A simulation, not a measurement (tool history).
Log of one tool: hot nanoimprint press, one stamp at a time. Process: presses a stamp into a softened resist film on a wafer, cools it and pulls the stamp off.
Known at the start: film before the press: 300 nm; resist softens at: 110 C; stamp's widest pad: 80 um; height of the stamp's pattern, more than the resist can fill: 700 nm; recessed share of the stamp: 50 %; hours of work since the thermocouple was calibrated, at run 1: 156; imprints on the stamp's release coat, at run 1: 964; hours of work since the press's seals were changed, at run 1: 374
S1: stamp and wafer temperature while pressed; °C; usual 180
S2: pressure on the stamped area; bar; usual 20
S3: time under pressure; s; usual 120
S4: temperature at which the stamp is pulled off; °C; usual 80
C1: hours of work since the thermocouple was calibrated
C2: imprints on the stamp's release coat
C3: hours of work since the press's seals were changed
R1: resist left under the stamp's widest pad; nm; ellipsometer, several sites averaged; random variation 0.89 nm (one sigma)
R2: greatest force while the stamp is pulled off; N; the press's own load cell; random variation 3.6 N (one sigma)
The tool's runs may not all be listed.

{"run": 1, "hour": 0.0, "S1": 180, "S2": 20, "S3": 120, "S4": 80, "C1": 156, "C2": 964, "C3": 374, "R1": 157.8, "R2": 211}
{"run": 2, "hour": 8.2, "S1": 180, "S2": 20, "S3": 120, "S4": 80, "C1": 162, "C2": 991, "C3": 379, "R1": 156.7, "R2": 209}
{"run": 3, "hour": 21.0, "S1": 180, "S2": 20, "S3": 120, "S4": 80, "C1": 171, "C2": 1032, "C3": 388, "R1": 158, "R2": 214}
{"run": 4, "hour": 31.0, "S1": 180, "S2": 20, "S3": 120, "S4": 80, "C1": 178, "C2": 1064, "C3": 395, "R1": 159.1, "R2": 209}
{"hour": 45.7, "done": "stamp cleaned and given a new release coat"}
{"run": 5, "hour": 52.0, "S1": 180, "S2": 20, "S3": 120, "S4": 80, "C1": 189, "C2": 20, "C3": 406, "R1": 158.4, "R2": 181}
{"run": 6, "hour": 63.1, "S1": 180, "S2": 20, "S3": 120, "S4": 80, "C1": 197, "C2": 56, "C3": 414, "R1": 157.8, "R2": 177}
{"run": 7, "hour": 77.3, "S1": 180, "S2": 20, "S3": 120, "S4": 80, "C1": 207, "C2": 102, "C3": 424, "R1": 156.9, "R2": 181}
{"run": 8, "hour": 90.3, "S1": 180, "S2": 20, "S3": 120, "S4": 80, "C1": 216, "C2": 144, "C3": 433, "R1": 158.1, "R2": 180}
{"run": 9, "hour": 104.6, "S1": 180, "S2": 20, "S3": 120, "S4": 80, "C1": 226, "C2": 190, "C3": 443, "R1": 160, "R2": 175}
{"run": 10, "hour": 114.2, "S1": 180, "S2": 20, "S3": 120, "S4": 80, "C1": 233, "C2": 221, "C3": 450, "R1": 158, "R2": 175}
{"run": 11, "hour": 128.2, "S1": 180, "S2": 20, "S3": 120, "S4": 80, "C1": 243, "C2": 266, "C3": 460, "R1": 159.1, "R2": 185}
{"run": 12, "hour": 138.9, "S1": 180, "S2": 20, "S3": 120, "S4": 80, "C1": 250, "C2": 301, "C3": 467, "R1": 159.4, "R2": 190}
{"hour": 143.1, "done": "plate thermocouple calibrated"}
{"run": 13, "hour": 154.0, "S1": 180, "S2": 20, "S3": 120, "S4": 80, "C1": 8, "C2": 340, "C3": 476, "R1": 161.4, "R2": 189}
{"run": 14, "hour": 167.6, "S1": 180, "S2": 20, "S3": 120, "S4": 80, "C1": 17, "C2": 384, "C3": 485, "R1": 161.7, "R2": 186}
{"run": 15, "hour": 178.9, "S1": 180, "S2": 20, "S3": 120, "S4": 80, "C1": 25, "C2": 420, "C3": 493, "R1": 161.5, "R2": 185}
{"run": 16, "hour": 192.3, "S1": 189, "S2": 16.3, "S3": 147, "S4": 68, "C1": 35, "C2": 464, "C3": 503, "R1": 97.2, "R2": 213}
{"run": 17, "hour": 199.2, "S1": 183, "S2": 20, "S3": 120, "S4": 80, "C1": 39, "C2": 486, "C3": 508, "R1": 137, "R2": 191}
{"run": 18, "hour": 207.5, "S1": 183, "S2": 20, "S3": 120, "S4": 80, "C1": 45, "C2": 513, "C3": 513, "R1": 138.2, "R2": 190}
{"run": 19, "hour": 218.7, "S1": 169, "S2": 20, "S3": 119, "S4": 80, "C1": 53, "C2": 549, "C3": 521, "R1": 251.8, "R2": 201}
{"hour": 232.6, "done": "plate thermocouple calibrated, once more"}
{"run": 20, "hour": 233.0, "S1": 169, "S2": 15.7, "S3": 80, "S4": 80, "C1": 0, "C2": 586, "C3": 529, "R1": 264.7, "R2": 199}
{"run": 21, "hour": 240.2, "S1": 175, "S2": 15.3, "S3": 80, "S4": 75, "C1": 5, "C2": 609, "C3": 534, "R1": 231.5, "R2": 204}
{"run": 22, "hour": 248.4, "S1": 175, "S2": 15.3, "S3": 80, "S4": 75, "C1": 11, "C2": 636, "C3": 540, "R1": 232.7, "R2": 206}
{"run": 23, "hour": 256.7, "S1": 175, "S2": 15.3, "S3": 80, "S4": 75, "C1": 17, "C2": 662, "C3": 546, "R1": 231.7, "R2": 201}
{"run": 24, "hour": 266.2, "S1": 171, "S2": 20, "S3": 118, "S4": 86, "C1": 24, "C2": 693, "C3": 553, "R1": 232.2, "R2": 195}
{"run": 25, "hour": 280.9, "S1": 174, "S2": 24.7, "S3": 118, "S4": 86, "C1": 34, "C2": 741, "C3": 563, "R1": 193.5, "R2": 191}
{"run": 26, "hour": 289.1, "S1": 174, "S2": 16.6, "S3": 126, "S4": 86, "C1": 40, "C2": 767, "C3": 569, "R1": 212.6, "R2": 198}
{"run": 27, "hour": 300.7, "S1": 174, "S2": 21.1, "S3": 198, "S4": 75, "C1": 48, "C2": 805, "C3": 577, "R1": 176.1, "R2": 211}
{"run": 28, "hour": 314.8, "S1": 180, "S2": 20, "S3": 97, "S4": 88, "C1": 58, "C2": 850, "C3": 587, "R1": 167.4, "R2": 195}
{"run": 29, "hour": 325.4, "S1": 171, "S2": 20, "S3": 120, "S4": 87, "C1": 65, "C2": 885, "C3": 594, "R1": 232.6, "R2": 196}

Some steps in R1 between neighbouring runs. How much of each would the tool show without its hidden state too (settings, what came in, random variation), and how much is left for the hidden state, with any gauge scatter that isn't in both results?
The hidden state here: true temperature over the reading, C; pressure that arrives at the usual setting, %; grip of the stamp's worn release coat, % over a new coat's; drift of the gauge itself on residual_nm, %; drift of the gauge itself on pull_off_n, %.
Run 15 -> 16: S1 180 -> 189, S2 20 -> 16.3, S3 120 -> 147, S4 80 -> 68. R1 -64.3 nm: hidden state -2, all else -62.3.
Run 18 -> 19: S1 183 -> 169, S3 120 -> 119. R1 +113.6 nm: hidden state -0.6, all else +114.2.
Run 19 -> 20: S2 20 -> 15.7, S3 119 -> 80, plate thermocouple calibrated, once more. R1 +12.9 nm: hidden state -5.6, all else +18.5.
Run 28 -> 29: S1 180 -> 171, S3 97 -> 120, S4 88 -> 87. R1 +65.2 nm: hidden state +0, all else +65.2.
